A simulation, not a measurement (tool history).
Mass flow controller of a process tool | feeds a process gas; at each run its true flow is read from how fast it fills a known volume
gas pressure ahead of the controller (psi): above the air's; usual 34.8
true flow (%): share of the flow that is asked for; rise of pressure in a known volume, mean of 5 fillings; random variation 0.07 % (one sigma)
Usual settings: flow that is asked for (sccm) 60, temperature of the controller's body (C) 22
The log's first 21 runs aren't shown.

run	hour	flow that is asked for (sccm)	gas pressure ahead of the controller (psi)	temperature of the controller's body (C)	true flow (%)
22	1708.9	60	23.1	22	97.81
23	1789.9	23	34.8	28	97.26
24	1899.6	35	25.7	33	97.88
25	1981.1	147	28.9	22	98.8
26	2091.9	152	31.9	22	98.71
27	2163.8	26	37.4	29	97.29
28	2237.8	57	30.9	31	97.99
29	2289	94	32.6	38	98.66
30	2346.9	94	32.6	38	98.66
31	2439.8	34	32.5	24	97.17
32	2540.7	60	30.6	22	97.56
33	2615.1	60	30.6	39	98.28
34	2689.5	60	25.5	32	98
35	2805	60	25.5	32	97.91
36	2912.2	60	25.5	32	97.93
37	2966.5	130	21	23	98.59
38	3026.3	130	21	23	98.63
39	3097.7	60	34.8	26	97.27
40	3191.5	60	34.8	26	97.32
41	3284.4	60	32.2	22	97.18

4 ways to go on from here, each from the tool as it stands after run 41. What would each give?
A	3351.1	60	27.3	22	?
B	3351.1	154	40.2	27	?
C	3351.1	67	34.8	32	?
D	3351.1	69	24.8	39	?

run	true flow (%)
A	97.41
B	98.49
C	97.69
D	98.22
Without the tool's hidden state the same runs would have given:
run	true flow (%)
A	98.2
B	99.28
C	98.48
D	99.01
